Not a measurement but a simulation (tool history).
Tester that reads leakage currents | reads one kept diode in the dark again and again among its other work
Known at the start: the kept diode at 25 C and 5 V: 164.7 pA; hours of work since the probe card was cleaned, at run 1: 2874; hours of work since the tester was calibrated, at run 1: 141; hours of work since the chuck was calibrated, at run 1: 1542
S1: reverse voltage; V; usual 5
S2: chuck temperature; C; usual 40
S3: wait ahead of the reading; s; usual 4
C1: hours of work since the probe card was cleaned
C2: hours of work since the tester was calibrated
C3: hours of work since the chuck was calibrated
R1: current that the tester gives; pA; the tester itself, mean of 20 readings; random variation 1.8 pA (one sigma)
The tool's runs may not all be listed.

run   hour     S1  S2    S3    C1   C2    C3       R1
  1      0      5  40     4  2874  141  1542   612.11
  2   30.6      5  40     4  2888  155  1556   609.89
  3   48.9      5  40     4  2896  164  1565   611.86
  4   68.7      5  40     4  2906  173  1574   611.05
  5   93.7      5  21     4  2917  184  1586   114.49
  6  109.8      5  40     4  2925  192  1593   611.82
  7  139.6      5  22     4  2938  206  1607   125.35
  8  154.3      5  22     4  2945  212  1614   125.44
  9  173.4      5  22     4  2954  221  1623   125.98
 10  200.6      5  22     4  2967  234  1635   125.93
 11  216.3      5  40  0.45  2974  241  1643   612.74
 12  240.6      5  40  0.45  2985  252  1654   614.44
 13  257.9      5  40  0.45  2993  260  1662   614.73
 14  283.2      5  40     4  3005  272  1674   608.11
 15  302.5   6.31  40     4  3014  281  1683   674.23
 16  318.6   5.45  51  3.34  3021  289  1690   1531.3
 17  335.6      5  48  0.47  3029  296  1698     1174
 18  358.6      5  48  0.47  3040  307  1709  1173.38
     374.4  -- probe card cleaned and baked
 19  382.6   4.95  21     4     4  317  1718    113.5
 20  396.6   9.83  26  0.76    10  323  1725   241.54
 21  418.6   1.95  24  0.48    21  334  1735   104.04
 22  436.5   1.95  24  0.48    29  342  1743   103.82
 23  456.8   1.95  25  0.57    38  351  1753    113.1
 24  477.7  15.44  25  0.57    48  361  1762   271.24
 25  508.7  15.44  25  0.57    62  375  1777   270.02
 26  524.6  15.44  25  0.57    70  383  1784   269.45
 27  545.8  16.01  32  0.57    79  393  1794   505.64
 28  575.6      5  23  6.27    93  406  1808   137.15
 29  600.3      5  23  6.27   105  418  1819   137.67
 30  625.2      5  23  6.27   116  429  1831   137.75

Measured less the same run without the tool's hidden state. The same run-to-run variation is in both; the gauge's scatter may not be:
The hidden state here: stray current of the dirty probe card, pA a volt; current scale over the true one, %; true chuck temperature over the reading, C; drift of the gauge itself on leakage_pa, %.
run     R1
  1  +0.91
  2  +0.91
  3  +0.93
  4  +0.93
  5  +0.27
  6  +0.94
  7  +0.29
  8  +0.29
  9  +0.29
 10   +0.3
 11  +0.96
 12  +0.97
 13  +0.98
 14  +0.98
 15   +1.1
 16   +2.2
 17  +1.73
 18  +1.74
 19   +0.2
 20  +0.39
 21  +0.17
 22  +0.17
 23  +0.19
 24  +0.45
 25  +0.45
 26  +0.46
 27  +0.82
 28  +0.25
 29  +0.25
 30  +0.25
